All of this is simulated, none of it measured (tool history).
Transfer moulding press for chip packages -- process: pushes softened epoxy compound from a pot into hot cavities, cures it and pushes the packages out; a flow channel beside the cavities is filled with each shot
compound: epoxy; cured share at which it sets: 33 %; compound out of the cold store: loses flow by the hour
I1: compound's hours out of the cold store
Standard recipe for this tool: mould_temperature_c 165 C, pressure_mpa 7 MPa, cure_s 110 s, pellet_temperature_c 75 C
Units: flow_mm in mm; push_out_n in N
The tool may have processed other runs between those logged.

run 1 day=0 | mould_temperature_c=165 pressure_mpa=7 cure_s=110 pellet_temperature_c=75 | I1=10.5 | flow_mm=783 push_out_n=967
-- day=1.738 cavities cleaned with cleaning compound and waxed
run 2 day=2.05 | mould_temperature_c=165 pressure_mpa=7 cure_s=110 pellet_temperature_c=75 | I1=28 | flow_mm=709 push_out_n=567
run 3 day=3.946 | mould_temperature_c=165 pressure_mpa=7 cure_s=110 pellet_temperature_c=75 | I1=27.3 | flow_mm=704 push_out_n=873
run 4 day=5.812 | mould_temperature_c=165 pressure_mpa=7.01 cure_s=110 pellet_temperature_c=75 | I1=18.5 | flow_mm=740 push_out_n=997
-- day=5.983 cavities cleaned with cleaning compound and waxed
run 5 day=7.462 | mould_temperature_c=164 pressure_mpa=7 cure_s=110 pellet_temperature_c=75 | I1=38.3 | flow_mm=675 push_out_n=810
run 6 day=9.2 | mould_temperature_c=164 pressure_mpa=7 cure_s=110 pellet_temperature_c=75 | I1=14.5 | flow_mm=748 push_out_n=1067
-- day=10.221 cavities cleaned with cleaning compound and waxed
run 7 day=10.854 | mould_temperature_c=165 pressure_mpa=6.23 cure_s=110 pellet_temperature_c=75 | I1=38.5 | flow_mm=614 push_out_n=636
run 8 day=13.083 | mould_temperature_c=165 pressure_mpa=6.23 cure_s=110 pellet_temperature_c=75 | I1=9.3 | flow_mm=704 push_out_n=987
-- day=14.4 cavities cleaned with cleaning compound and waxed
run 9 day=14.45 | mould_temperature_c=165 pressure_mpa=7 cure_s=110 pellet_temperature_c=75 | I1=17.4 | flow_mm=718 push_out_n=523
run 10 day=16.567 | mould_temperature_c=165 pressure_mpa=7 cure_s=110 pellet_temperature_c=75 | I1=47.7 | flow_mm=619 push_out_n=848
-- day=18.654 cavities cleaned with cleaning compound and waxed
run 11 day=18.654 | mould_temperature_c=165 pressure_mpa=7 cure_s=110 pellet_temperature_c=75 | I1=38.6 | flow_mm=640 push_out_n=519
run 12 day=20.15 | mould_temperature_c=165 pressure_mpa=7 cure_s=110 pellet_temperature_c=69 | I1=23.5 | flow_mm=690 push_out_n=807
run 13 day=21.379 | mould_temperature_c=165 pressure_mpa=7 cure_s=110 pellet_temperature_c=75 | I1=28 | flow_mm=663 push_out_n=901
-- day=22.704 plunger's sealing rings changed
-- day=23.108 cavities cleaned with cleaning compound and waxed
run 14 day=23.508 | mould_temperature_c=165 pressure_mpa=7 cure_s=110 pellet_temperature_c=75 | I1=22.8 | flow_mm=731 push_out_n=606
run 15 day=24.746 | mould_temperature_c=164 pressure_mpa=7 cure_s=109 pellet_temperature_c=68 | I1=46.7 | flow_mm=662 push_out_n=848
run 16 day=26.592 | mould_temperature_c=165 pressure_mpa=7 cure_s=103 pellet_temperature_c=81 | I1=22 | flow_mm=745 push_out_n=1101
-- day=27.392 cavities cleaned with cleaning compound and waxed
run 17 day=28.771 | mould_temperature_c=163 pressure_mpa=6.94 cure_s=103 pellet_temperature_c=72 | I1=44.2 | flow_mm=670 push_out_n=932
run 18 day=30.817 | mould_temperature_c=166 pressure_mpa=6.37 cure_s=110 pellet_temperature_c=69 | I1=45.2 | flow_mm=617 push_out_n=946
-- day=31.721 cavities cleaned with cleaning compound and waxed
run 19 day=32.504 | mould_temperature_c=165 pressure_mpa=5.22 cure_s=110 pellet_temperature_c=75 | I1=42 | flow_mm=571 push_out_n=662
-- day=32.771 mould's thermocouples calibrated
run 20 day=33.875 | mould_temperature_c=171 pressure_mpa=6.17 cure_s=118 pellet_temperature_c=68 | I1=39 | flow_mm=608 push_out_n=709
run 21 day=35.25 | mould_temperature_c=171 pressure_mpa=6.17 cure_s=118 pellet_temperature_c=68 | I1=41.3 | flow_mm=594 push_out_n=823
-- day=36.012 cavities cleaned with cleaning compound and waxed
run 22 day=37.475 | mould_temperature_c=171 pressure_mpa=6.17 cure_s=118 pellet_temperature_c=68 | I1=26.6 | flow_mm=636 push_out_n=706
run 23 day=39.296 | mould_temperature_c=162 pressure_mpa=8.03 cure_s=103 pellet_temperature_c=75 | I1=17.4 | flow_mm=794 push_out_n=1448
-- day=40.35 cavities cleaned with cleaning compound and waxed
run 24 day=40.542 | mould_temperature_c=165 pressure_mpa=5.99 cure_s=110 pellet_temperature_c=74 | I1=17.3 | flow_mm=671 push_out_n=592
-- day=41.167 mould's thermocouples calibrated, once more
run 25 day=42.217 | mould_temperature_c=173 pressure_mpa=7 cure_s=110 pellet_temperature_c=67 | I1=42.5 | flow_mm=605 push_out_n=692
run 26 day=44.075 | mould_temperature_c=170 pressure_mpa=8.18 cure_s=95 pellet_temperature_c=83 | I1=32.5 | flow_mm=695 push_out_n=923
-- day=44.633 cavities cleaned with cleaning compound and waxed
run 27 day=46.1 | mould_temperature_c=170 pressure_mpa=7 cure_s=111 pellet_temperature_c=75 | I1=12.9 | flow_mm=697 push_out_n=657
run 28 day=47.121 | mould_temperature_c=173 pressure_mpa=8.19 cure_s=139 pellet_temperature_c=70 | I1=16.4 | flow_mm=719 push_out_n=719

4 ways to go on from here, each from the tool as it stands after run 28. What would each give?
-- day=48.158 plunger's sealing rings changed
run A day=48.7 | mould_temperature_c=165 pressure_mpa=8.13 cure_s=130 pellet_temperature_c=75 | I1=46.8 | flow_mm=? push_out_n=?
-- day=48.158 plunger's sealing rings changed
run B day=48.7 | mould_temperature_c=165 pressure_mpa=7 cure_s=95 pellet_temperature_c=75 | I1=34.8 | flow_mm=? push_out_n=?
-- day=48.158 plunger's sealing rings changed
run C day=48.7 | mould_temperature_c=173 pressure_mpa=8.19 cure_s=148 pellet_temperature_c=70 | I1=40.8 | flow_mm=? push_out_n=?
-- day=48.158 plunger's sealing rings changed
run D day=48.7 | mould_temperature_c=165 pressure_mpa=7.68 cure_s=139 pellet_temperature_c=70 | I1=41.4 | flow_mm=? push_out_n=?

run=A flow_mm=702 push_out_n=861
run=B flow_mm=697 push_out_n=1242
run=C flow_mm=697 push_out_n=833
run=D flow_mm=702 push_out_n=836
The same runs, with their run-to-run variation unchanged, on a tool lacking any hidden condition would have given:
run=A flow_mm=706 push_out_n=435
run=B flow_mm=701 push_out_n=632
run=C flow_mm=700 push_out_n=419
run=D flow_mm=705 push_out_n=420
